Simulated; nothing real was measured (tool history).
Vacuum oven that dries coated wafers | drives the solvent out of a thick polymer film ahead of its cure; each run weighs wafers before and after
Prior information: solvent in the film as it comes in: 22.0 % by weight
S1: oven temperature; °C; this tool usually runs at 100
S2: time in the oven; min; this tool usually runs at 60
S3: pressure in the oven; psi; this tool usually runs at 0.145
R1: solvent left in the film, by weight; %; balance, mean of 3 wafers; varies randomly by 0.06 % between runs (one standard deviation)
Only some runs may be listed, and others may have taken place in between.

run	hour	S1	S2	S3	R1
1	0.0	100	60	0.145	3.41
2	94.4	100	60	0.145	3.29
3	177.5	100	60	0.145	3.40
4	250.0	100	60	0.145	3.34
5	298.3	100	60	0.145	3.31
6	376.0	100	60	0.145	3.21
# hour 417.1: oven's thermocouples calibrated
7	486.4	100	60	0.145	3.10
8	589.0	97	45	0.081	5.31
9	637.6	100	74	0.141	2.36
# hour 668.5: oven's thermocouples calibrated, once more
10	696.1	100	59	0.289	4.23

Estimate the outcome of run 11 from the log above:
11	779.2	100	59	0.289	?

Run 11 produced R1 4.33 %.
With the hidden condition absent and the run-to-run variation left alone, this run would have shown R1 4.49 %.
